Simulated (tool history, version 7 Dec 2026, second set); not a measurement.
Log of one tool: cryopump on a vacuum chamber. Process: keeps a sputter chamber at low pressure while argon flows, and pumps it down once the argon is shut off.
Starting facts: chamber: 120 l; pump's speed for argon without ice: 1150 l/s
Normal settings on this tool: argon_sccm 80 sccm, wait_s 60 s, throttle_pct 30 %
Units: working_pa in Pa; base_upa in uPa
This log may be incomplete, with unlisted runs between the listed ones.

run	day	argon_sccm	wait_s	throttle_pct	working_pa	base_upa
1	0.000	80	60	30	0.4170	2.47
2	1.492	80	60	30	0.4160	2.61
3	2.788	97	60	30	0.5087	2.57
# day 4.217: pump warmed up, emptied and cooled again
4	4.583	97	45	30	0.4804	2.79
5	6.129	97	54	30	0.4780	2.57
6	7.171	80	60	27	0.4408	2.51
7	8.458	80	210	27	0.4402	1.57
8	9.938	80	210	27	0.4378	1.64
9	11.529	80	210	27	0.4440	1.68
10	12.508	80	60	30	0.3992	2.59
11	13.288	80	60	30	0.3992	2.60
12	14.754	80	60	30	0.4046	2.59
13	16.367	37	144	30	0.1858	1.95
14	18.042	99	60	17	0.8728	2.83
15	19.300	51	60	37	0.2124	2.73
16	20.421	56	109	37	0.2328	2.19
17	21.212	58	109	49	0.1888	2.31
18	22.496	123	136	30	0.6292	2.08
19	24.004	123	24	30	0.6317	4.62
20	25.221	123	24	30	0.6340	4.74
21	26.392	123	274	30	0.6372	1.98
22	27.796	48	60	30	0.2490	2.98
23	28.908	48	60	30	0.2506	3.01

Run by run, hidden condition taken away, random variation retained:
Hidden state present: pump's speed, % of a pump's without ice; cold plate's temperature, K; leak into the chamber, uPa l/s; drift of the gauge itself on working_pa, %; drift of the gauge itself on base_upa, %.
run	working_pa	base_upa
1	0.3941	1.44
2	0.3915	1.51
3	0.4773	1.46
4	0.4778	1.87
5	0.4739	1.62
6	0.4366	1.51
7	0.4350	0.58
8	0.4313	0.60
9	0.4361	0.61
10	0.3904	1.49
11	0.3897	1.48
12	0.3937	1.44
13	0.1802	0.75
14	0.8558	1.54
15	0.2029	1.46
16	0.2215	0.89
17	0.1765	0.93
18	0.6016	0.75
19	0.6017	3.21
20	0.6021	3.28
21	0.6035	0.49
22	0.2350	1.46
23	0.2358	1.44

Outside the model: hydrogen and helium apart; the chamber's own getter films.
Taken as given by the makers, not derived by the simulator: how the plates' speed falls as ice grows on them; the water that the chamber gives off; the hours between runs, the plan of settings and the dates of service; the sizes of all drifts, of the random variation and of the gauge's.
